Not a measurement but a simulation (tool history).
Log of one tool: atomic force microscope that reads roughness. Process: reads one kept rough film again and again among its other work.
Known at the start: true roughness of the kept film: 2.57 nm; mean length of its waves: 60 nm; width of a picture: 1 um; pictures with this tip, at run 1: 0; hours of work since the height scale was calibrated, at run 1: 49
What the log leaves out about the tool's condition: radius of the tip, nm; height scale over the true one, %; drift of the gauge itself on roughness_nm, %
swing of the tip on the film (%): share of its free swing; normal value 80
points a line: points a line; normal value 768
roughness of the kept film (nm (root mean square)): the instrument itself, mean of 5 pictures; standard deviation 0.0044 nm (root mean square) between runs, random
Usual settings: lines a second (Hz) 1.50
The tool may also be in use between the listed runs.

run	hour	lines a second (Hz)	swing of the tip on the film (%)	points a line	pictures with this tip	hours of work since the height scale was calibrated	roughness of the kept film (nm (root mean square))
1	0.0	1.50	80	768	0	49	2.286
2	66.8	1.50	80	768	73	89	2.271
3	118.7	1.50	80	768	130	121	2.265
4	178.7	1.50	80	768	196	157	2.250
5	227.2	1.50	80	768	249	186	2.242
# hour 243.1: new tip fitted
6	274.4	1.50	80	768	35	214	2.290
7	345.4	1.50	80	700	113	257	2.263
8	418.3	1.50	80	700	193	301	2.256
9	468.4	0.56	80	768	248	331	2.392
# hour 486.4: new tip fitted
10	511.3	1.50	80	768	27	357	2.275
11	564.7	1.50	80	768	86	389	2.283
12	620.0	1.50	80	768	147	423	2.273
13	650.4	1.50	80	768	180	441	2.266
14	706.4	1.50	80	768	242	475	2.254
# hour 726.3: new tip fitted
15	761.2	1.50	80	768	39	507	2.290
16	823.1	1.50	78	278	107	545	2.293
17	863.8	1.50	78	278	151	569	2.285
18	899.7	1.23	86	258	191	591	2.241
19	948.4	1.23	86	258	244	620	2.228
# hour 954.5: height scale calibrated on a step standard
# hour 968.6: new tip fitted
20	993.2	1.23	86	258	27	23	2.278
21	1032.3	3.18	67	258	70	47	2.280
22	1090.9	3.63	71	285	134	82	2.169
# hour 1118.9: height scale calibrated on a step standard, once more
23	1124.7	2.24	56	894	170	3	2.402
24	1170.5	2.24	56	894	221	31	2.395
25	1202.8	1.50	83	300	256	51	2.190
# hour 1211.1: new tip fitted
26	1259.1	0.59	68	1017	53	84	2.470
27	1305.7	0.88	83	541	104	112	2.334

What if the next run were any one of these 4? Each begins from the tool's condition after run 27:
A	1361.9	0.67	81	395	166	146	?
B	1361.9	1.75	83	276	166	146	?
C	1361.9	1.10	62	273	166	146	?
D	1361.9	2.39	69	440	166	146	?

run	roughness of the kept film (nm (root mean square))
A	2.380
B	2.173
C	2.421
D	2.281
Had the tool no hidden state, the same runs would have come out as:
run	roughness of the kept film (nm (root mean square))
A	2.405
B	2.196
C	2.448
D	2.305

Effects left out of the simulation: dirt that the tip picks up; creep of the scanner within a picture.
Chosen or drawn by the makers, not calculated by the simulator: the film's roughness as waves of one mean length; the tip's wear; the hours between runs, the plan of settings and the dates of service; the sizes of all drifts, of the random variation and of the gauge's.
